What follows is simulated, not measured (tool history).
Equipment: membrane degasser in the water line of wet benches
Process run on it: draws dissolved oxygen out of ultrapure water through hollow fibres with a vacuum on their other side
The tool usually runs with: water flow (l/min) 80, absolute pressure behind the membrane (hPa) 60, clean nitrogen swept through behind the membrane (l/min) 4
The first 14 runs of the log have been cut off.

run,hour,water flow (l/min),absolute pressure behind the membrane (hPa),clean nitrogen swept through behind the membrane (l/min),dissolved oxygen in the water behind the degasser (ppb),pressure that the water loses in the fibres (hPa)
15,1338.3,80,60,7.47,95.7,405.6
16,1456.2,80,60,1.6,287.1,409.6
17,1569.6,80,114.3,3.8,394.6,405
18,1653.6,98,114.3,2.7,615,497.4
19,1728.1,80,39.7,3.27,64.9,408.7
20,1801.5,80,95,8.83,157,408.3
21,1905.2,82,47.8,8.83,60.2,412.9
22,2032,56,47.8,11.57,24.6,284.5
23,2153.3,67,45.5,4,65.9,341.1
24,2259.7,67,45.5,4,62.9,340.8
25,2341,96,60,7.93,122.4,491.8
26,2463.8,52,67.2,3.98,108.7,264.5
27,2519.6,52,66,4.77,90,268
28,2644.1,97,67.8,2.8,294.9,495.2
29,2726,58,57.3,4,89.5,294.6
30,2783.8,80,39.2,3.45,60.4,406.1
31,2836.8,72,70.4,8.45,94.2,364.8
32,2946.4,52,61.4,8.45,47.8,264.9

Below are 4 alternative next runs, each starting from the tool's condition after run 32. Predict each:
A,3049.1,52,41.3,8.45,?,?
B,3049.1,52,54.3,8.45,?,?
C,3049.1,52,113.3,8.45,?,?
D,3049.1,50,111.8,7.98,?,?

run,dissolved oxygen in the water behind the degasser (ppb),pressure that the water loses in the fibres (hPa)
A,18.1,264.1
B,37.1,266.3
C,123.8,262.1
D,120.9,252.7
Stripped of hidden state, with their random variation kept, the same runs would have yielded:
run,dissolved oxygen in the water behind the degasser (ppb),pressure that the water loses in the fibres (hPa)
A,18.1,264.1
B,37.1,266.3
C,123.8,262.1
D,120.9,252.7
